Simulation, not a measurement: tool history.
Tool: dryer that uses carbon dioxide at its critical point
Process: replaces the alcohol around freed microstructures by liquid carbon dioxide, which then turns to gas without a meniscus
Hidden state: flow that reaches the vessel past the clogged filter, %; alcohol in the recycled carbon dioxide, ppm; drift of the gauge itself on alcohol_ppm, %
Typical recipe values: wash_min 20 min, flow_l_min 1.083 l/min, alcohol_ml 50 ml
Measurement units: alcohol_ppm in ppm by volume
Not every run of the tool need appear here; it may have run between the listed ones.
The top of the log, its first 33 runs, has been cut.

run     day  wash_min  flow_l_min  alcohol_ml  hours of work since the filter was changed  hours of work since the purifier's bed was changed  alcohol_ppm
 34  12.283        13       1.083          50                                         130                                                 291         1063
 35  12.608        13       1.420          25                                         134                                                 295          300
 36  13.138        27       1.420          25                                         140                                                 301           74
 37  13.521        21       1.250          39                                         144                                                 305          158
 38  13.762        21       1.250          73                                         147                                                 308          219
 39  14.046        21       1.250          73                                         150                                                 311          224
 40  14.388        21       1.500          73                                         154                                                 315          123
 41  14.646        13       1.570          25                                         157                                                 318          225
 42  15.054        13       1.570          38                                         161                                                 323          312
 43  15.433        21       0.830          43                                         166                                                 327          529
 44  15.704        25       0.780          33                                         169                                                 330          331
 45  15.971        25       0.780          27                                         172                                                 333          281
 46  16.525        21       1.280          46                                         178                                                 339          178
 47  16.746        20       1.083          46                                         180                                                 342          321

4 options for the next run, each taken on its own from the tool as it stands now. Forecast them:
  A  17.262        14       1.650          45                                         186                                                 347            ?
  B  17.262        20       1.260          50                                         186                                                 347            ?
  C  17.262        20       1.610          46                                         186                                                 347            ?
  D  17.262        13       0.910          50                                         186                                                 347            ?

run  alcohol_ppm
  A          262
  B          219
  C          107
  D         1655
Without the tool's hidden state the same runs would have given:
run  alcohol_ppm
  A          156
  B          118
  C           28
  D         1395
